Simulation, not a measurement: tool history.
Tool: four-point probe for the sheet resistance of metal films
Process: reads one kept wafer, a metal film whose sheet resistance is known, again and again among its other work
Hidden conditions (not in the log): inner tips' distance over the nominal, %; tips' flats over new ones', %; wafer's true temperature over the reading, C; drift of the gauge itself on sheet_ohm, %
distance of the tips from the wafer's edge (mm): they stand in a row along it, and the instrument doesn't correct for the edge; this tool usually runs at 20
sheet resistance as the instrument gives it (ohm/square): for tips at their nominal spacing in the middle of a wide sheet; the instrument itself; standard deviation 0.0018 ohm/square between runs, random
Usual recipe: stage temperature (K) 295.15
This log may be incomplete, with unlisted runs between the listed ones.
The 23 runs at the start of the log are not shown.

run,hour,stage temperature (K),distance of the tips from the wafer's edge (mm),touches since the probe head was changed,hours of work since the stage's thermometer was calibrated,sheet resistance as the instrument gives it (ohm/square)
24,504.3,304.15,11,143580,890,8.904214
25,524.3,297.15,5,144364,900,8.997775
26,552.9,307.15,12,145490,914,8.915866
27,584.2,304.15,22,146723,930,8.871263
28,605.6,304.15,22,147562,941,8.875006
# hour 613.6: new probe head fitted
29,632.7,294.15,4,750,954,9.0756
30,656.9,300.15,5,1700,967,9.022014
31,675.7,305.15,25,2441,976,8.880563
32,694.2,293.15,12,3171,985,8.813729
33,707.4,293.15,12,3689,992,8.815535
34,728,296.15,5,4499,1003,8.989058
35,748.2,298.15,6,5293,1013,8.94763
36,777.3,294.15,10,6438,1027,8.836543
37,807.6,294.15,10,7631,1043,8.837333
38,838.7,294.15,38,8852,1059,8.795088
39,854.8,307.15,16,9486,1067,8.900865
40,883.2,295.15,4,10605,1081,9.083967
41,913.4,295.15,4,11793,1096,9.082174
42,937.5,294.15,11,12739,1109,8.824873
43,963.5,302.15,3,13763,1122,9.341752
44,979,296.15,20,14372,1130,8.814965

Branching from run 44: 4 alternative next runs. What would each branch give?
A,1002.2,301.15,4,15287,1141,?
B,1002.2,295.15,13,15287,1141,?
C,1002.2,306.15,4,15287,1141,?
D,1002.2,296.15,15,15287,1141,?

run,sheet resistance as the instrument gives it (ohm/square)
A,9.125768
B,8.82195
C,9.163655
D,8.822564
Stripped of hidden state, with their random variation kept, the same runs would have yielded:
run,sheet resistance as the instrument gives it (ohm/square)
A,9.126009
B,8.82218
C,9.1639
D,8.822795

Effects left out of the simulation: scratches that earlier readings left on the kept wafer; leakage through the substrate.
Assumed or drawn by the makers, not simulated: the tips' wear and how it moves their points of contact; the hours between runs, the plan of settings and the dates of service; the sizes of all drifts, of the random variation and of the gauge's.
